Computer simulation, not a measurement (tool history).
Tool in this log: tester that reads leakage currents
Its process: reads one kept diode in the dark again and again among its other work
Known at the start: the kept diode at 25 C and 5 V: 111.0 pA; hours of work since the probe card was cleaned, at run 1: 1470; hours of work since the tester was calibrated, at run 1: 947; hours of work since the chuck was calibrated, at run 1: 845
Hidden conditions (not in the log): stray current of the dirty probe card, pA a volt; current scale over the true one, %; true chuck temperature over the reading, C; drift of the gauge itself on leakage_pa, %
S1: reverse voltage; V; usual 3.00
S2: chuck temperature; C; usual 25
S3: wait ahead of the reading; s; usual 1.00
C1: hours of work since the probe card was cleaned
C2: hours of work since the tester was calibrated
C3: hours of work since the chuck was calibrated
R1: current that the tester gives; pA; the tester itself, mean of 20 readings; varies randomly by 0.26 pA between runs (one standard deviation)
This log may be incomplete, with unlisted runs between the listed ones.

run 1 day=0.000 | S1=3.00 S2=25 S3=1.00 | C1=1470 C2=947 C3=845 | R1=84.61
run 2 day=5.846 | S1=3.00 S2=25 S3=1.00 | C1=1537 C2=1014 C3=912 | R1=84.75
run 3 day=8.992 | S1=3.00 S2=25 S3=1.00 | C1=1572 C2=1050 C3=947 | R1=84.25
run 4 day=11.446 | S1=3.00 S2=25 S3=1.00 | C1=1600 C2=1077 C3=975 | R1=84.37
run 5 day=16.196 | S1=3.00 S2=25 S3=1.00 | C1=1654 C2=1132 C3=1029 | R1=84.86
run 6 day=21.004 | S1=3.00 S2=25 S3=1.00 | C1=1709 C2=1186 C3=1084 | R1=84.50
run 7 day=24.738 | S1=2.78 S2=25 S3=1.00 | C1=1752 C2=1229 C3=1127 | R1=81.12
-- day=25.696 probe card cleaned and baked
run 8 day=29.525 | S1=6.82 S2=25 S3=0.45 | C1=44 C2=1282 C3=1180 | R1=137.92
run 9 day=34.646 | S1=6.82 S2=25 S3=0.45 | C1=102 C2=1340 C3=1238 | R1=137.00

Forecast run 10:
run 10 day=37.946 | S1=9.34 S2=36 S3=8.09 | C1=139 C2=1378 C3=1276 | R1=?

R1: 434.44 pA
Without the tool's hidden state the same run would have given R1 434.25 pA.
